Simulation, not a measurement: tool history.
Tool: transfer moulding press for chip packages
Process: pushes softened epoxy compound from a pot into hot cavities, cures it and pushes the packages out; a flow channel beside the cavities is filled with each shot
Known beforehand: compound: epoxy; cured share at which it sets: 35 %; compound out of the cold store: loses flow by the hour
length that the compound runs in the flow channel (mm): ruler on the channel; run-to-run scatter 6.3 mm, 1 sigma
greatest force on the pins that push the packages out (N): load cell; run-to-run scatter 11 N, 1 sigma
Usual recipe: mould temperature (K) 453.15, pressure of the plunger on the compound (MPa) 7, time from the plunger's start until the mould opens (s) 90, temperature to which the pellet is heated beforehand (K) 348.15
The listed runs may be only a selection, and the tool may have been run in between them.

run	hour	mould temperature (K)	pressure of the plunger on the compound (MPa)	time from the plunger's start until the mould opens (s)	temperature to which the pellet is heated beforehand (K)	incoming compound's hours out of the cold store	length that the compound runs in the flow channel (mm)	greatest force on the pins that push the packages out (N)
1	0	453.15	7	90	348.15	44	786	755
2	25.3	453.15	7	90	348.15	27.5	875	870
# hour 31.1: cavities cleaned with cleaning compound and waxed
3	49.2	453.15	7	90	348.15	20	911	639
4	73.4	453.15	7	90	348.15	25.1	874	773
# hour 104.8: cavities cleaned with cleaning compound and waxed
5	116.8	453.15	7	90	348.15	44	782	555
6	148.1	453.15	7	90	348.15	22.9	880	804
# hour 163.3: plunger's sealing rings changed
7	177.7	453.15	7	90	348.15	17.4	944	900
# hour 181.5: cavities cleaned with cleaning compound and waxed
8	221.9	453.15	7	90	350.15	27.2	885	731
9	252.4	453.15	7	90	350.15	44	792	850
# hour 257.9: cavities cleaned with cleaning compound and waxed
10	294.6	453.15	7	90	350.15	8.6	982	796
11	322.4	453.15	7	90	350.15	22.8	901	844
# hour 333.3: cavities cleaned with cleaning compound and waxed
12	359.7	453.15	7	90	350.15	8.4	983	729
13	401.5	453.15	7	90	350.15	17.7	910	868
# hour 406.9: cavities cleaned with cleaning compound and waxed
14	445.2	453.15	7	90	349.15	11	944	813
# hour 476.8: plunger's sealing rings changed
# hour 484.7: cavities cleaned with cleaning compound and waxed
15	490.9	453.15	7	90	349.15	14.9	960	587
16	521.7	448.15	8.37	90	346.15	45.8	884	984
17	543.8	446.15	8.57	90	348.15	18.3	1053	1369
# hour 559.4: cavities cleaned with cleaning compound and waxed
18	583.6	453.15	7	99	348.15	34.8	843	584
19	611.7	458.15	6.43	90	348.15	41.2	758	672
# hour 632.7: cavities cleaned with cleaning compound and waxed
20	648	453.15	6.27	110	343.15	14.8	896	499
21	694.3	453.15	7	104	352.15	14.1	939	754
# hour 707.4: cavities cleaned with cleaning compound and waxed
22	720.9	455.15	6.02	90	340.15	45.9	710	542
23	764.1	453.15	7	75	348.15	14.6	924	1477
# hour 780.9: cavities cleaned with cleaning compound and waxed
# hour 794.1: plunger's sealing rings changed
24	805.1	453.15	7	75	348.15	23.2	914	1082
25	831.3	453.15	7	89	348.15	34.7	854	808
# hour 856.8: cavities cleaned with cleaning compound and waxed
26	861.4	448.15	7.14	97	348.15	26.8	924	629
27	907.1	453.15	6.59	99	352.15	18.3	897	721

The same runs without the tool's hidden state, with the same run-to-run variation:
Hidden state at play: true mould temperature over the reading, C; pressure that reaches the compound, % of what is set; grip of the stained cavities, % over clean ones'; drift of the gauge itself on flow_mm, %; drift of the gauge itself on push_out_n, %.
run	length that the compound runs in the flow channel (mm)	greatest force on the pins that push the packages out (N)
1	803	479
2	897	489
3	936	497
4	902	493
5	812	459
6	918	511
7	946	503
8	892	466
9	803	471
10	1000	524
11	922	478
12	1011	513
13	942	483
14	983	516
15	963	508
16	890	632
17	1064	772
18	857	430
19	774	407
20	920	393
21	970	425
22	737	431
23	964	823
24	915	768
25	859	483
26	932	540
27	912	422
